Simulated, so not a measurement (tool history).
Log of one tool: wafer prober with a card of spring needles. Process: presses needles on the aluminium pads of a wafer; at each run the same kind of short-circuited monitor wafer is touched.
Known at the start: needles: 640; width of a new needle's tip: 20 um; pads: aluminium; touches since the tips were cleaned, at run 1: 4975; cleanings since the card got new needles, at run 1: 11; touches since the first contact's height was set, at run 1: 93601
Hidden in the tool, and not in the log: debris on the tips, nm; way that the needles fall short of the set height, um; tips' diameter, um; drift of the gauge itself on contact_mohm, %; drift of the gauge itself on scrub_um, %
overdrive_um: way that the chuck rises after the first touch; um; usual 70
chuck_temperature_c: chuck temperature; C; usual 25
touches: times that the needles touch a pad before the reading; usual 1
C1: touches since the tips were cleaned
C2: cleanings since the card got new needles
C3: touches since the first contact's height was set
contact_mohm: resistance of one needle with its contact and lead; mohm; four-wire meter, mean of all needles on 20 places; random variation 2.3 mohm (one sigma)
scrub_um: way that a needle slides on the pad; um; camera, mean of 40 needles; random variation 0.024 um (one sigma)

{"run": 1, "hour": 0.0, "overdrive_um": 70, "chuck_temperature_c": 25, "touches": 1, "C1": 4975, "C2": 11, "C3": 93601, "contact_mohm": 256, "scrub_um": 10.79}
{"hour": 6.0, "done": "tips cleaned on abrasive film"}
{"run": 2, "hour": 18.3, "overdrive_um": 70, "chuck_temperature_c": 25, "touches": 1, "C1": 5656, "C2": 12, "C3": 101983, "contact_mohm": 258, "scrub_um": 10.74}
{"hour": 21.8, "done": "tips cleaned on abrasive film"}
{"run": 3, "hour": 37.0, "overdrive_um": 70, "chuck_temperature_c": 33, "touches": 1, "C1": 6976, "C2": 13, "C3": 110565, "contact_mohm": 257, "scrub_um": 10.84}
{"hour": 39.1, "done": "tips cleaned on abrasive film"}
{"run": 4, "hour": 48.7, "overdrive_um": 70, "chuck_temperature_c": 33, "touches": 1, "C1": 4412, "C2": 14, "C3": 115937, "contact_mohm": 257, "scrub_um": 10.8}
{"hour": 55.2, "done": "tips cleaned on abrasive film"}
{"run": 5, "hour": 60.0, "overdrive_um": 70, "chuck_temperature_c": 33, "touches": 1, "C1": 2221, "C2": 15, "C3": 121118, "contact_mohm": 262, "scrub_um": 10.82}
{"hour": 72.3, "done": "tips cleaned on abrasive film"}
{"run": 6, "hour": 75.0, "overdrive_um": 70, "chuck_temperature_c": 25, "touches": 2, "C1": 1277, "C2": 16, "C3": 127992, "contact_mohm": 262, "scrub_um": 10.82}
{"hour": 88.8, "done": "tips cleaned on abrasive film"}
{"run": 7, "hour": 88.8, "overdrive_um": 70, "chuck_temperature_c": 25, "touches": 2, "C1": 0, "C2": 17, "C3": 134287, "contact_mohm": 258, "scrub_um": 10.79}
{"hour": 104.3, "done": "tips cleaned on abrasive film"}
{"run": 8, "hour": 106.2, "overdrive_um": 70, "chuck_temperature_c": 64, "touches": 1, "C1": 833, "C2": 18, "C3": 142261, "contact_mohm": 268, "scrub_um": 10.84}
{"run": 9, "hour": 117.7, "overdrive_um": 70, "chuck_temperature_c": 64, "touches": 1, "C1": 6140, "C2": 18, "C3": 147568, "contact_mohm": 273, "scrub_um": 10.83}
{"hour": 119.9, "done": "tips cleaned on abrasive film"}
{"hour": 135.8, "done": "tips cleaned on abrasive film"}
{"run": 10, "hour": 142.0, "overdrive_um": 70, "chuck_temperature_c": 25, "touches": 1, "C1": 2897, "C2": 20, "C3": 158726, "contact_mohm": 255, "scrub_um": 10.87}
{"hour": 152.5, "done": "tips cleaned on abrasive film"}
{"run": 11, "hour": 153.0, "overdrive_um": 70, "chuck_temperature_c": 100, "touches": 1, "C1": 229, "C2": 21, "C3": 163732, "contact_mohm": 277, "scrub_um": 10.87}
{"hour": 167.9, "done": "tips cleaned on abrasive film"}
{"run": 12, "hour": 169.2, "overdrive_um": 70, "chuck_temperature_c": 25, "touches": 1, "C1": 576, "C2": 22, "C3": 171164, "contact_mohm": 258, "scrub_um": 10.84}
{"hour": 183.7, "done": "tips cleaned on abrasive film"}
{"run": 13, "hour": 184.4, "overdrive_um": 70, "chuck_temperature_c": 33, "touches": 1, "C1": 338, "C2": 23, "C3": 178131, "contact_mohm": 261, "scrub_um": 10.9}
{"hour": 198.9, "done": "tips cleaned on abrasive film"}
{"run": 14, "hour": 200.1, "overdrive_um": 70, "chuck_temperature_c": 25, "touches": 1, "C1": 538, "C2": 24, "C3": 185333, "contact_mohm": 258, "scrub_um": 10.9}
{"hour": 215.9, "done": "tips cleaned on abrasive film"}
{"run": 15, "hour": 215.9, "overdrive_um": 70, "chuck_temperature_c": 25, "touches": 1, "C1": 0, "C2": 25, "C3": 192594, "contact_mohm": 258, "scrub_um": 10.83}
{"run": 16, "hour": 227.7, "overdrive_um": 70, "chuck_temperature_c": 25, "touches": 1, "C1": 5435, "C2": 25, "C3": 198029, "contact_mohm": 258, "scrub_um": 10.91}
{"hour": 232.8, "done": "tips cleaned on abrasive film"}
{"run": 17, "hour": 242.7, "overdrive_um": 52, "chuck_temperature_c": 25, "touches": 1, "C1": 4584, "C2": 26, "C3": 204902, "contact_mohm": 262, "scrub_um": 8.12}
{"hour": 249.0, "done": "tips cleaned on abrasive film"}
{"run": 18, "hour": 261.5, "overdrive_um": 71, "chuck_temperature_c": 25, "touches": 1, "C1": 5741, "C2": 27, "C3": 213511, "contact_mohm": 259, "scrub_um": 11.05}
{"hour": 264.5, "done": "tips cleaned on abrasive film"}
{"run": 19, "hour": 273.7, "overdrive_um": 65, "chuck_temperature_c": 40, "touches": 2, "C1": 4256, "C2": 28, "C3": 219127, "contact_mohm": 264, "scrub_um": 10.16}
{"hour": 280.1, "done": "tips cleaned on abrasive film"}
{"run": 20, "hour": 286.3, "overdrive_um": 63, "chuck_temperature_c": 42, "touches": 2, "C1": 2880, "C2": 29, "C3": 224902, "contact_mohm": 260, "scrub_um": 9.87}
{"hour": 296.3, "done": "tips cleaned on abrasive film"}
{"hour": 298.7, "done": "height of the first contact set anew"}
{"run": 21, "hour": 309.0, "overdrive_um": 63, "chuck_temperature_c": 42, "touches": 2, "C1": 5699, "C2": 30, "C3": 4758, "contact_mohm": 264, "scrub_um": 9.86}
{"hour": 312.4, "done": "tips cleaned on abrasive film"}
{"hour": 328.2, "done": "tips cleaned on abrasive film"}
{"run": 22, "hour": 329.7, "overdrive_um": 61, "chuck_temperature_c": 70, "touches": 1, "C1": 664, "C2": 32, "C3": 14221, "contact_mohm": 271, "scrub_um": 9.53}
{"hour": 343.6, "done": "tips cleaned on abrasive film"}
{"run": 23, "hour": 344.6, "overdrive_um": 61, "chuck_temperature_c": 70, "touches": 1, "C1": 479, "C2": 33, "C3": 21054, "contact_mohm": 277, "scrub_um": 9.55}
{"hour": 360.1, "done": "tips cleaned on abrasive film"}
{"run": 24, "hour": 365.8, "overdrive_um": 61, "chuck_temperature_c": 49, "touches": 1, "C1": 2656, "C2": 34, "C3": 30796, "contact_mohm": 269, "scrub_um": 9.58}
{"hour": 375.9, "done": "tips cleaned on abrasive film"}
{"run": 25, "hour": 376.7, "overdrive_um": 75, "chuck_temperature_c": 33, "touches": 1, "C1": 407, "C2": 35, "C3": 35798, "contact_mohm": 260, "scrub_um": 11.75}
{"hour": 392.0, "done": "tips cleaned on abrasive film"}
{"run": 26, "hour": 400.4, "overdrive_um": 77, "chuck_temperature_c": 25, "touches": 2, "C1": 3878, "C2": 36, "C3": 46681, "contact_mohm": 257, "scrub_um": 12.12}
{"hour": 408.3, "done": "tips cleaned on abrasive film"}
{"run": 27, "hour": 421.7, "overdrive_um": 77, "chuck_temperature_c": 25, "touches": 2, "C1": 6163, "C2": 37, "C3": 56449, "contact_mohm": 254, "scrub_um": 12.08}
{"hour": 424.6, "done": "tips cleaned on abrasive film"}
{"run": 28, "hour": 434.4, "overdrive_um": 77, "chuck_temperature_c": 122, "touches": 1, "C1": 4492, "C2": 38, "C3": 62255, "contact_mohm": 285, "scrub_um": 12.09}
{"hour": 440.8, "done": "tips cleaned on abrasive film"}
{"run": 29, "hour": 451.9, "overdrive_um": 70, "chuck_temperature_c": 69, "touches": 1, "C1": 5134, "C2": 39, "C3": 70311, "contact_mohm": 271, "scrub_um": 10.99}
{"hour": 457.1, "done": "tips cleaned on abrasive film"}
{"run": 30, "hour": 470.2, "overdrive_um": 65, "chuck_temperature_c": 69, "touches": 2, "C1": 6056, "C2": 40, "C3": 78695, "contact_mohm": 273, "scrub_um": 10.23}
{"hour": 474.0, "done": "tips cleaned on abrasive film"}
{"run": 31, "hour": 487.1, "overdrive_um": 65, "chuck_temperature_c": 66, "touches": 1, "C1": 6047, "C2": 41, "C3": 86421, "contact_mohm": 270, "scrub_um": 10.25}
{"hour": 489.6, "done": "tips cleaned on abrasive film"}
{"run": 32, "hour": 504.6, "overdrive_um": 72, "chuck_temperature_c": 25, "touches": 1, "C1": 6902, "C2": 42, "C3": 94457, "contact_mohm": 257, "scrub_um": 11.37}

Forecast each of these 4 alternatives for the next run:
{"hour": 506.2, "done": "tips cleaned on abrasive film"}
{"hour": 521.7, "done": "tips cleaned on abrasive film"}
{"run": "A", "hour": 521.7, "overdrive_um": 71, "chuck_temperature_c": 25, "touches": 1, "C1": 0, "C2": 44, "C3": 102264, "contact_mohm": "?", "scrub_um": "?"}
{"hour": 506.2, "done": "tips cleaned on abrasive film"}
{"hour": 521.7, "done": "tips cleaned on abrasive film"}
{"run": "B", "hour": 521.7, "overdrive_um": 73, "chuck_temperature_c": 25, "touches": 1, "C1": 0, "C2": 44, "C3": 102264, "contact_mohm": "?", "scrub_um": "?"}
{"hour": 506.2, "done": "tips cleaned on abrasive film"}
{"hour": 521.7, "done": "tips cleaned on abrasive film"}
{"run": "C", "hour": 521.7, "overdrive_um": 83, "chuck_temperature_c": 125, "touches": 1, "C1": 0, "C2": 44, "C3": 102264, "contact_mohm": "?", "scrub_um": "?"}
{"hour": 506.2, "done": "tips cleaned on abrasive film"}
{"hour": 521.7, "done": "tips cleaned on abrasive film"}
{"run": "D", "hour": 521.7, "overdrive_um": 70, "chuck_temperature_c": 25, "touches": 2, "C1": 0, "C2": 44, "C3": 102264, "contact_mohm": "?", "scrub_um": "?"}

run=A contact_mohm=255 scrub_um=11.2
run=B contact_mohm=254 scrub_um=11.5
run=C contact_mohm=280 scrub_um=13.12
run=D contact_mohm=256 scrub_um=11.02
Without the tool's hidden state the same runs would have given:
run=A contact_mohm=255 scrub_um=10.95
run=B contact_mohm=254 scrub_um=11.25
run=C contact_mohm=280 scrub_um=12.83
run=D contact_mohm=256 scrub_um=10.78
